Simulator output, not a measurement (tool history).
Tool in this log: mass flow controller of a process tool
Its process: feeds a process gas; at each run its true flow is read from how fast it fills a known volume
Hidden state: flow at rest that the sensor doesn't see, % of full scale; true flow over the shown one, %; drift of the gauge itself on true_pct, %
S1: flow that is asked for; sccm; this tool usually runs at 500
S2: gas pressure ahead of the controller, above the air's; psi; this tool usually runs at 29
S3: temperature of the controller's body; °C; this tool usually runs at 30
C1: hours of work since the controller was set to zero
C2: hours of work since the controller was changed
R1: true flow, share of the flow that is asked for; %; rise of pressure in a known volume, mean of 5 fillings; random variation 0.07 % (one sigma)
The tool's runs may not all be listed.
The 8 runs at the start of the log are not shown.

run      day   S1    S2  S3    C1     C2      R1
  9   89.079  541    29  30  4373   8897    99.4
      93.575  -- controller's zero set anew
 10   96.046  500  27.3  30    40   9009   99.38
 11  104.008  500  27.3  30   167   9136   99.46
 12  110.975  500  27.3  30   279   9248   99.47
 13  124.504  500    29  24   496   9465  100.21
 14  133.542  500    29  30   641   9610   99.45
 15  144.725  500    29  30   820   9789   99.48
 16  157.842  500    29  30  1030   9999   99.46
 17  165.888  500    29  30  1159  10128   99.59
 18  173.475  500    29  30  1281  10250   99.63
 19  187.846  500    29  30  1511  10480   99.76
 20   202.45  744    29  30  1745  10715   99.88
 21  212.042  744    29  30  1899  10868   99.84
 22  223.771  396  36.5  30  2087  11056   99.58
 23  231.912  351  40.5  30  2218  11187   99.34
 24  241.717  707    29  31  2375  11344   99.88
 25  250.338  121    29  30  2513  11482   99.42
 26  256.379  635  24.5  34  2610  11579   99.59
 27  265.442  298    29  30  2755  11724   99.59
     271.133  -- controller exchanged for a calibrated one
 28  279.058  298    29  30   127    127   99.85
 29  288.592  104  31.5  22   280    280  100.43
 30  302.838  167    21  40   508    508   98.72
 31  313.229  417  21.8  28   675    675  100.31
 32  325.629  417  21.8  28   874    874  100.43
 33  333.246  690  31.5  27   996    996  100.53

Each row is a separate what-if for the run after 33, all from the same tool condition, not one after another. Results?
  A  342.162  690  31.5  27  1139  1139   ?
  B  342.162  690  25.1  36  1139  1139   ?
  C  342.162  110  33.9  38  1139  1139   ?
  D  342.162  169  27.6  22  1139  1139   ?
  E  342.162  690  38.1  36  1139  1139   ?

run      R1
  A  100.49
  B    99.7
  C   98.78
  D  100.81
  E   99.44
What these runs would have given with no unlogged condition in the tool:
run     R1
  A  99.42
  B  98.64
  C  97.73
  D  99.74
  E  98.38

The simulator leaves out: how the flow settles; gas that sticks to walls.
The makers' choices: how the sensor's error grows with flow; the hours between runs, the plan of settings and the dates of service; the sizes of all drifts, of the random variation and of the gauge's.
